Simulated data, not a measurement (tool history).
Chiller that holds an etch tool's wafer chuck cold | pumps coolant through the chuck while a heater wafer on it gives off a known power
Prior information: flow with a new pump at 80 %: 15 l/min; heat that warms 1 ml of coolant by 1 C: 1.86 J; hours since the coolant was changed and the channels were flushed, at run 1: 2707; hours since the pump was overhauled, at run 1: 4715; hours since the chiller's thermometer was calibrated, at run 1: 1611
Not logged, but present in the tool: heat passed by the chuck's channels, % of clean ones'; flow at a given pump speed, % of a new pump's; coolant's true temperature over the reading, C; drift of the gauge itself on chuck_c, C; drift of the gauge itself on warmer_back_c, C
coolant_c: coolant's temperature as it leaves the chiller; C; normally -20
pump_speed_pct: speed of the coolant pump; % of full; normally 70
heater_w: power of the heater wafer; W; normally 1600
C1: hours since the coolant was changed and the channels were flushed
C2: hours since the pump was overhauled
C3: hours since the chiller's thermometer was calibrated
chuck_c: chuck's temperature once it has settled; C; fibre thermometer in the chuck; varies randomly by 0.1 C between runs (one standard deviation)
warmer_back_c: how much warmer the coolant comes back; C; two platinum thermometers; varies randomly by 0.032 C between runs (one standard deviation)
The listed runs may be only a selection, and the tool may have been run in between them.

Run 1, hour 0: usual settings; C1 2707; C2 4715; C3 1611. Result: chuck_c -8.2 C, warmer_back_c 4.2 C.
Run 2, hour 69.2: usual settings; C1 2776; C2 4784; C3 1680. Result: chuck_c -8 C, warmer_back_c 4.22 C.
Run 3, hour 122.8: usual settings; C1 2830; C2 4838; C3 1734. Result: chuck_c -8 C, warmer_back_c 4.22 C.
Run 4, hour 200.6: usual settings; C1 2907; C2 4915; C3 1812. Result: chuck_c -8.1 C, warmer_back_c 4.21 C.
Run 5, hour 253.3: usual settings; C1 2960; C2 4968; C3 1864. Result: chuck_c -8.1 C, warmer_back_c 4.23 C.
Run 6, hour 310.5: usual settings; C1 3017; C2 5025; C3 1921. Result: chuck_c -7.9 C, warmer_back_c 4.24 C.
Run 7, hour 362.9: usual settings; C1 3070; C2 5078; C3 1974. Result: chuck_c -8.1 C, warmer_back_c 4.23 C.
Run 8, hour 455.9: usual settings; C1 3163; C2 5171; C3 2067. Result: chuck_c -8 C, warmer_back_c 4.2 C.
Run 9, hour 511.3: usual settings but coolant_c -11 C; C1 3218; C2 5226; C3 2122. Result: chuck_c 1.1 C, warmer_back_c 4.19 C.
Run 10, hour 597.4: usual settings but coolant_c -15 C, pump_speed_pct 89 % of full, heater_w 1055 W; C1 3304; C2 5312; C3 2208. Result: chuck_c -8.4 C, warmer_back_c 2.16 C.
Run 11, hour 673.9: usual settings but coolant_c -27 C, pump_speed_pct 83 % of full, heater_w 1055 W; C1 3381; C2 5389; C3 2285. Result: chuck_c -20.1 C, warmer_back_c 2.29 C.
Run 12, hour 736.3: usual settings but coolant_c -17 C, pump_speed_pct 94 % of full, heater_w 1001 W; C1 3443; C2 5451; C3 2347. Result: chuck_c -11.2 C, warmer_back_c 1.93 C.
Run 13, hour 776.5: usual settings but coolant_c -10 C, heater_w 1348 W; C1 3483; C2 5491; C3 2388. Result: chuck_c 0.3 C, warmer_back_c 3.6 C.
Run 14, hour 863: usual settings but coolant_c -10 C, heater_w 1348 W; C1 3570; C2 5578; C3 2474. Result: chuck_c 0.3 C, warmer_back_c 3.6 C.
Run 15, hour 949.3: usual settings but coolant_c -10 C, heater_w 1348 W; C1 3656; C2 5664; C3 2560. Result: chuck_c 0.3 C, warmer_back_c 3.53 C.
Run 16, hour 1006.1: usual settings but pump_speed_pct 89 % of full; C1 3713; C2 5721; C3 2617. Result: chuck_c -9.8 C, warmer_back_c 3.25 C.
Run 17, hour 1049.2: usual settings but coolant_c -29 C, pump_speed_pct 68 % of full; C1 3756; C2 5764; C3 2660. Result: chuck_c -16.5 C, warmer_back_c 4.42 C.

Branching from run 17: 4 alternative next runs. What would each branch give?
Run A, hour 1097.8: usual settings but heater_w 882 W; C1 3805; C2 5813; C3 2709. Result: chuck_c ?, warmer_back_c ?.
Run B, hour 1097.8: usual settings but coolant_c -29 C, pump_speed_pct 84 % of full; C1 3805; C2 5813; C3 2709. Result: chuck_c ?, warmer_back_c ?.
Run C, hour 1097.8: usual settings but coolant_c -29 C, pump_speed_pct 62 % of full, heater_w 886 W; C1 3805; C2 5813; C3 2709. Result: chuck_c ?, warmer_back_c ?.
Run D, hour 1097.8: usual settings but coolant_c -28 C, pump_speed_pct 83 % of full, heater_w 1598 W; C1 3805; C2 5813; C3 2709. Result: chuck_c ?, warmer_back_c ?.

run  chuck_c  warmer_back_c
  A    -13.5           2.32
  B    -18.5           3.45
  C    -21.7           2.71
  D    -17.4           3.56
Had the tool no hidden state, the same runs would have come out as:
run  chuck_c  warmer_back_c
  A    -13.9           2.17
  B    -19.2           3.23
  C    -22.2           2.54
  D    -18.1           3.33
